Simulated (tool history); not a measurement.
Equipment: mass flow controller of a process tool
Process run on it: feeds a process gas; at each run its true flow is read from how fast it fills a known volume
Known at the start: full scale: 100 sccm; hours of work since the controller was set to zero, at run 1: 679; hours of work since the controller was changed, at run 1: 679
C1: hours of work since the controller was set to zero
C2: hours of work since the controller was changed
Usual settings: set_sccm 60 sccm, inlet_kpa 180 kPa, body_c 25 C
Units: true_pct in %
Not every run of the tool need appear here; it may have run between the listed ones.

{"run": 1, "hour": 0.0, "set_sccm": 60, "inlet_kpa": 180, "body_c": 25, "C1": 679, "C2": 679, "true_pct": 99.25}
{"run": 2, "hour": 191.0, "set_sccm": 60, "inlet_kpa": 180, "body_c": 25, "C1": 805, "C2": 805, "true_pct": 99.11}
{"run": 3, "hour": 308.3, "set_sccm": 60, "inlet_kpa": 180, "body_c": 25, "C1": 882, "C2": 882, "true_pct": 99.2}
{"run": 4, "hour": 499.2, "set_sccm": 60, "inlet_kpa": 180, "body_c": 25, "C1": 1007, "C2": 1007, "true_pct": 99.29}
{"run": 5, "hour": 650.6, "set_sccm": 60, "inlet_kpa": 180, "body_c": 25, "C1": 1106, "C2": 1106, "true_pct": 99.2}
{"run": 6, "hour": 774.1, "set_sccm": 60, "inlet_kpa": 180, "body_c": 25, "C1": 1187, "C2": 1187, "true_pct": 99.21}
{"run": 7, "hour": 969.5, "set_sccm": 60, "inlet_kpa": 180, "body_c": 25, "C1": 1315, "C2": 1315, "true_pct": 99.24}
{"run": 8, "hour": 1068.1, "set_sccm": 60, "inlet_kpa": 180, "body_c": 25, "C1": 1380, "C2": 1380, "true_pct": 99.14}
{"run": 9, "hour": 1197.5, "set_sccm": 60, "inlet_kpa": 180, "body_c": 25, "C1": 1465, "C2": 1465, "true_pct": 99.37}
{"run": 10, "hour": 1313.6, "set_sccm": 60, "inlet_kpa": 180, "body_c": 20, "C1": 1541, "C2": 1541, "true_pct": 98.96}
{"run": 11, "hour": 1418.8, "set_sccm": 60, "inlet_kpa": 180, "body_c": 25, "C1": 1610, "C2": 1610, "true_pct": 99.1}
{"run": 12, "hour": 1533.0, "set_sccm": 60, "inlet_kpa": 141, "body_c": 25, "C1": 1685, "C2": 1685, "true_pct": 99.1}
{"run": 13, "hour": 1657.1, "set_sccm": 60, "inlet_kpa": 180, "body_c": 25, "C1": 1766, "C2": 1766, "true_pct": 99.18}
{"run": 14, "hour": 1753.5, "set_sccm": 60, "inlet_kpa": 180, "body_c": 25, "C1": 1829, "C2": 1829, "true_pct": 99.22}
{"run": 15, "hour": 1944.2, "set_sccm": 12, "inlet_kpa": 280, "body_c": 25, "C1": 1954, "C2": 1954, "true_pct": 98.83}
{"run": 16, "hour": 2066.0, "set_sccm": 59, "inlet_kpa": 194, "body_c": 24, "C1": 2034, "C2": 2034, "true_pct": 99.18}
{"run": 17, "hour": 2239.1, "set_sccm": 53, "inlet_kpa": 222, "body_c": 24, "C1": 2148, "C2": 2148, "true_pct": 99.27}
{"run": 18, "hour": 2339.5, "set_sccm": 60, "inlet_kpa": 161, "body_c": 22, "C1": 2214, "C2": 2214, "true_pct": 99.03}
{"run": 19, "hour": 2473.6, "set_sccm": 91, "inlet_kpa": 180, "body_c": 30, "C1": 2301, "C2": 2301, "true_pct": 100.11}
{"run": 20, "hour": 2671.2, "set_sccm": 38, "inlet_kpa": 229, "body_c": 25, "C1": 2431, "C2": 2431, "true_pct": 99}
{"run": 21, "hour": 2764.6, "set_sccm": 15, "inlet_kpa": 152, "body_c": 31, "C1": 2492, "C2": 2492, "true_pct": 98.94}
{"run": 22, "hour": 2892.7, "set_sccm": 60, "inlet_kpa": 242, "body_c": 25, "C1": 2576, "C2": 2576, "true_pct": 99.54}
{"run": 23, "hour": 3047.6, "set_sccm": 12, "inlet_kpa": 242, "body_c": 30, "C1": 2678, "C2": 2678, "true_pct": 99.08}
{"run": 24, "hour": 3158.4, "set_sccm": 72, "inlet_kpa": 275, "body_c": 37, "C1": 2750, "C2": 2750, "true_pct": 100.73}
{"run": 25, "hour": 3293.9, "set_sccm": 72, "inlet_kpa": 275, "body_c": 37, "C1": 2839, "C2": 2839, "true_pct": 100.64}
{"run": 26, "hour": 3487.7, "set_sccm": 72, "inlet_kpa": 275, "body_c": 37, "C1": 2966, "C2": 2966, "true_pct": 100.62}
{"run": 27, "hour": 3674.0, "set_sccm": 37, "inlet_kpa": 275, "body_c": 38, "C1": 3089, "C2": 3089, "true_pct": 100.16}
{"run": 28, "hour": 3826.0, "set_sccm": 37, "inlet_kpa": 275, "body_c": 38, "C1": 3188, "C2": 3188, "true_pct": 100.19}

What if the next run were any one of these 4? Each begins from the tool's condition after run 28:
{"run": "A", "hour": 4015.6, "set_sccm": 96, "inlet_kpa": 276, "body_c": 26, "C1": 3313, "C2": 3313, "true_pct": "?"}
{"run": "B", "hour": 4015.6, "set_sccm": 43, "inlet_kpa": 275, "body_c": 25, "C1": 3313, "C2": 3313, "true_pct": "?"}
{"run": "C", "hour": 4015.6, "set_sccm": 37, "inlet_kpa": 145, "body_c": 22, "C1": 3313, "C2": 3313, "true_pct": "?"}
{"run": "D", "hour": 4015.6, "set_sccm": 37, "inlet_kpa": 184, "body_c": 38, "C1": 3313, "C2": 3313, "true_pct": "?"}

run=A true_pct=100.12
run=B true_pct=99.29
run=C true_pct=98.48
run=D true_pct=99.87
Stripped of hidden state, with their random variation kept, the same runs would have yielded:
run=A true_pct=100.12
run=B true_pct=99.28
run=C true_pct=98.47
run=D true_pct=99.86

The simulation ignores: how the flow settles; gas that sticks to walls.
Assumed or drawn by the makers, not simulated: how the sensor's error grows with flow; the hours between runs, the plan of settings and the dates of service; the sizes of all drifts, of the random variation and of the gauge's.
